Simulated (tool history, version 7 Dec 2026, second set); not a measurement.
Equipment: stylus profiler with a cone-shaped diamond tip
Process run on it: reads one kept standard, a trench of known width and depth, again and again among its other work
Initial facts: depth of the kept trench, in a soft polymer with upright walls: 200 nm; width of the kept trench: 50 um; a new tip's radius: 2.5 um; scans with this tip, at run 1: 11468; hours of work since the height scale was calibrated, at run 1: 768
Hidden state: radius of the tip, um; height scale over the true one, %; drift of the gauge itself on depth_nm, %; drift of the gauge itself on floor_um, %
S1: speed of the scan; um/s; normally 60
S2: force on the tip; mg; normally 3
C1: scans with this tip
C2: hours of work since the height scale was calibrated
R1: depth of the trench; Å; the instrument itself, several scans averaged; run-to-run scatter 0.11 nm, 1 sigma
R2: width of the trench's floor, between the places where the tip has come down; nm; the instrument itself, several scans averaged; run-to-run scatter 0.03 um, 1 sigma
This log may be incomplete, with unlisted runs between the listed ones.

{"run": 1, "hour": 0.0, "S1": 60, "S2": 3, "C1": 11468, "C2": 768, "R1": 2013.4, "R2": 47770}
{"run": 2, "hour": 100.8, "S1": 60, "S2": 3, "C1": 11822, "C2": 844, "R1": 2014.6, "R2": 47740}
{"run": 3, "hour": 164.2, "S1": 60, "S2": 3, "C1": 12044, "C2": 891, "R1": 2013.8, "R2": 47790}
{"run": 4, "hour": 285.4, "S1": 60, "S2": 3, "C1": 12470, "C2": 982, "R1": 2013.7, "R2": 47760}
{"run": 5, "hour": 381.9, "S1": 60, "S2": 3, "C1": 12808, "C2": 1055, "R1": 2015.5, "R2": 47760}
{"run": 6, "hour": 471.3, "S1": 60, "S2": 1.51, "C1": 13122, "C2": 1122, "R1": 2007.9, "R2": 47660}
{"run": 7, "hour": 582.9, "S1": 60, "S2": 3, "C1": 13514, "C2": 1206, "R1": 2014.1, "R2": 47730}
{"run": 8, "hour": 719.2, "S1": 60, "S2": 3, "C1": 13992, "C2": 1309, "R1": 2013.7, "R2": 47800}
{"run": 9, "hour": 803.4, "S1": 60, "S2": 1.71, "C1": 14287, "C2": 1372, "R1": 2012.5, "R2": 47690}
{"run": 10, "hour": 888.4, "S1": 60, "S2": 1.71, "C1": 14586, "C2": 1436, "R1": 2010.7, "R2": 47680}
{"run": 11, "hour": 986.1, "S1": 60, "S2": 3, "C1": 14929, "C2": 1509, "R1": 2014.7, "R2": 47760}
{"run": 12, "hour": 1053.8, "S1": 133, "S2": 3, "C1": 15166, "C2": 1560, "R1": 2013.9, "R2": 47450}
{"hour": 1176.6, "done": "height scale calibrated on a step standard"}
{"run": 13, "hour": 1181.3, "S1": 60, "S2": 3, "C1": 15612, "C2": 3, "R1": 2012.7, "R2": 47770}
{"run": 14, "hour": 1326.3, "S1": 60, "S2": 1.15, "C1": 16121, "C2": 113, "R1": 2007, "R2": 47590}
{"run": 15, "hour": 1402.2, "S1": 60, "S2": 1.15, "C1": 16387, "C2": 170, "R1": 2006.7, "R2": 47610}
{"run": 16, "hour": 1498.8, "S1": 138, "S2": 1.15, "C1": 16726, "C2": 242, "R1": 2005.9, "R2": 47060}
{"run": 17, "hour": 1625.1, "S1": 138, "S2": 2.49, "C1": 17169, "C2": 337, "R1": 2012.1, "R2": 47400}
{"run": 18, "hour": 1690.7, "S1": 60, "S2": 3, "C1": 17400, "C2": 387, "R1": 2012, "R2": 47720}
{"run": 19, "hour": 1802.8, "S1": 60, "S2": 3, "C1": 17793, "C2": 471, "R1": 2013.4, "R2": 47780}
{"run": 20, "hour": 1898.1, "S1": 60, "S2": 3, "C1": 18128, "C2": 543, "R1": 2013.6, "R2": 47720}
{"run": 21, "hour": 2034.0, "S1": 60, "S2": 3, "C1": 18604, "C2": 645, "R1": 2013.7, "R2": 47740}
{"run": 22, "hour": 2154.8, "S1": 60, "S2": 3, "C1": 19028, "C2": 736, "R1": 2012.9, "R2": 47730}
{"run": 23, "hour": 2299.6, "S1": 40, "S2": 5.73, "C1": 19537, "C2": 845, "R1": 2018.8, "R2": 47870}
{"run": 24, "hour": 2421.6, "S1": 34, "S2": 3.2, "C1": 19965, "C2": 936, "R1": 2013.5, "R2": 47870}
{"run": 25, "hour": 2563.1, "S1": 24, "S2": 2.15, "C1": 20461, "C2": 1043, "R1": 2010.6, "R2": 47870}
{"run": 26, "hour": 2656.8, "S1": 24, "S2": 2.15, "C1": 20790, "C2": 1113, "R1": 2011.3, "R2": 47900}
{"run": 27, "hour": 2732.6, "S1": 24, "S2": 2.15, "C1": 21056, "C2": 1170, "R1": 2010, "R2": 47900}
{"run": 28, "hour": 2873.7, "S1": 117, "S2": 2.6, "C1": 21551, "C2": 1276, "R1": 2011.4, "R2": 47460}
{"hour": 2885.5, "done": "new tip fitted, height scale calibrated"}
{"run": 29, "hour": 2945.9, "S1": 29, "S2": 7.98, "C1": 212, "C2": 45, "R1": 2026.4, "R2": 47950}
{"run": 30, "hour": 3059.5, "S1": 193, "S2": 6.84, "C1": 611, "C2": 131, "R1": 2023, "R2": 47500}
{"run": 31, "hour": 3142.2, "S1": 193, "S2": 6.84, "C1": 901, "C2": 193, "R1": 2022.6, "R2": 47520}
{"run": 32, "hour": 3248.1, "S1": 70, "S2": 1.61, "C1": 1272, "C2": 273, "R1": 2008.4, "R2": 47620}
{"run": 33, "hour": 3374.9, "S1": 42, "S2": 3, "C1": 1717, "C2": 368, "R1": 2014.3, "R2": 47830}
{"run": 34, "hour": 3450.5, "S1": 111, "S2": 2.64, "C1": 1982, "C2": 425, "R1": 2012.5, "R2": 47540}
{"run": 35, "hour": 3587.7, "S1": 40, "S2": 3.22, "C1": 2464, "C2": 528, "R1": 2013.1, "R2": 47840}
{"run": 36, "hour": 3719.7, "S1": 40, "S2": 3.22, "C1": 2927, "C2": 627, "R1": 2013.3, "R2": 47840}

Run 37 is up next; what results do you expect?
{"run": 37, "hour": 3781.1, "S1": 76, "S2": 4.11, "C1": 3143, "C2": 674, "R1": "?", "R2": "?"}

Run 37 came out at R1 2017.4 Å, R2 47820 nm.
Without the tool's hidden state the same run would have given R1 2017.3 Å, R2 47830 nm.

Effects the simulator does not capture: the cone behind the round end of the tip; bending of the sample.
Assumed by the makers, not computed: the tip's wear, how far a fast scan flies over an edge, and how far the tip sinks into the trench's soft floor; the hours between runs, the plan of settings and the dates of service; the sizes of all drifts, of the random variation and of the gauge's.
